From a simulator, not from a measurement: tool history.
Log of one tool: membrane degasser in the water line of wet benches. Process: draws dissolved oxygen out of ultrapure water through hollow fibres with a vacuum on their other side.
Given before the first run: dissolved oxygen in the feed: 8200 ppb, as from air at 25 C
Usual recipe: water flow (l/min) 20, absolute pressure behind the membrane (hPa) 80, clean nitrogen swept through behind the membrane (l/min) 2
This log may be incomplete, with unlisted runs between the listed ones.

run   hour  water flow (l/min)  absolute pressure behind the membrane (hPa)  clean nitrogen swept through behind the membrane (l/min)  dissolved oxygen in the water behind the degasser (ppb)  pressure that the water loses in the fibres (hPa)
  1      0                  20                                           80                                                         2                                                    194.5                                              543.8
  2   60.3                  20                                           80                                                      1.16                                                    269.8                                              539.3
  3  125.6                  20                                           80                                                      1.16                                                    264.4                                                540
  4  153.3                  20                                           80                                                      1.16                                                    273.4                                              540.9
  5  182.5                  20                                           80                                                      1.16                                                    272.2                                              547.5
  6  216.7                  20                                           80                                                      1.16                                                    269.8                                              543.2
  7  271.4                  20                                           80                                                      1.16                                                    272.4                                              542.8
  8  303.7                  12                                         58.1                                                      1.15                                                    102.6                                              327.8
  9  347.2                  12                                         58.1                                                      1.15                                                    101.1                                              323.7
 10  387.7                  12                                         58.1                                                      1.15                                                    101.4                                              326.2
 11  443.4                  12                                         62.4                                                      1.15                                                    113.7                                                330
 12  483.2                  12                                         62.4                                                      1.15                                                    112.2                                              329.3
 13  513.5                  14                                        129.6                                                      1.15                                                      325                                              381.2
 14  575.9                  22                                         60.1                                                      2.14                                                    171.1                                              601.1

Not shown here: 1 entry made in the log between runs. Locate each between two listed runs and compare the hidden state at the listed run before it with the hidden state at the listed run after it:
Logged between run 10 and run 11: vacuum gauge calibrated (hour 392.7)
  true pressure behind the membrane over the reading, kPa: 0.11 -> 0.15; air that leaks in behind the membrane, l/min: 0.0199 -> 0.0201
  difference, measured minus the result without the unlogged condition, dissolved oxygen in the water behind the degasser (ppb): +5.4 -> +6.8; pressure that the water loses in the fibres (hPa): +0.9 -> +1
